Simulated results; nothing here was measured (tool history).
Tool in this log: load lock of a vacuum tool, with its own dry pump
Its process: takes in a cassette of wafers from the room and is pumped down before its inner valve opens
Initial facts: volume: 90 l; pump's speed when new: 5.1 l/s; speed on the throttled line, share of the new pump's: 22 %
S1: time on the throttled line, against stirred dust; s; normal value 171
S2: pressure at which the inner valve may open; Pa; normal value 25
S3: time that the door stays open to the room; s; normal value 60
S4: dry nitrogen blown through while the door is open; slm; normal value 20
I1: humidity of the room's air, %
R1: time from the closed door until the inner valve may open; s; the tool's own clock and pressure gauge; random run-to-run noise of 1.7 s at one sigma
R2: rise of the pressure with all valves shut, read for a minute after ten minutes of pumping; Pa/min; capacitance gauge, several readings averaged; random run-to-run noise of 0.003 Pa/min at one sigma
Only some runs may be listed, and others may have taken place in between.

run,hour,S1,S2,S3,S4,I1,R1,R2
1,0.0,171,25,60,20,45.7,280.8,0.014
# hour 242.7: door's seal changed, seat wiped
2,507.4,171,25,60,20,45.4,281.1,0.013
3,1200.0,171,25,60,20,45.3,276.5,0.015
4,1813.4,171,25,60,20,42.6,278.5,0.020
5,2521.0,171,25,60,34,47.4,279.6,0.009
6,2973.9,171,25,60,34,43.7,280.8,0.006
7,3631.1,171,25,60,34,43.1,279.1,0.014
8,4118.1,171,42,60,20,48.3,271.8,0.016
9,4700.0,171,42,60,20,44.9,270.3,0.018
10,5389.8,171,42,60,12,47.5,271.0,0.026
11,5784.2,171,42,60,12,45.0,269.4,0.018
12,6316.5,171,25,60,20,44.1,278.5,0.016
13,6896.6,171,25,60,20,42.5,281.7,0.016
14,7592.6,171,25,60,20,45.3,279.4,0.021
15,8028.8,171,25,60,20,44.9,277.0,0.015
16,8670.7,171,25,60,20,47.1,280.0,0.024
17,9301.7,171,25,60,20,43.8,280.4,0.017
18,9959.1,171,25,60,20,45.3,279.0,0.011
# hour 10513.9: door's seal changed, seat wiped
19,10602.9,171,25,60,20,45.0,280.4,0.013
20,11040.2,110,30,211,10,45.7,230.4,0.050
21,11555.3,309,19,60,10,44.9,389.4,0.016
22,12082.7,93,25,157,20,44.8,217.9,0.029
23,12618.3,93,25,157,20,44.4,218.2,0.027
24,12989.2,171,25,76,37,43.1,278.5,0.010
25,13392.3,99,25,60,20,47.2,223.6,0.017
26,13757.5,148,31,60,20,43.9,257.7,0.016
27,14070.4,171,46,60,20,43.1,268.8,0.010
28,14374.6,171,33,81,20,44.9,276.8,0.014

Run 29 is up next; what results do you expect?
# hour 14695.2: dry pump taken out, an overhauled one fitted
29,14695.2,272,25,131,20,44.8,?,?

Run 29 measured R1 356.3 s, R2 0.024 Pa/min.
With no hidden state in the tool, this same run would have given R1 356.3 s, R2 0.024 Pa/min.
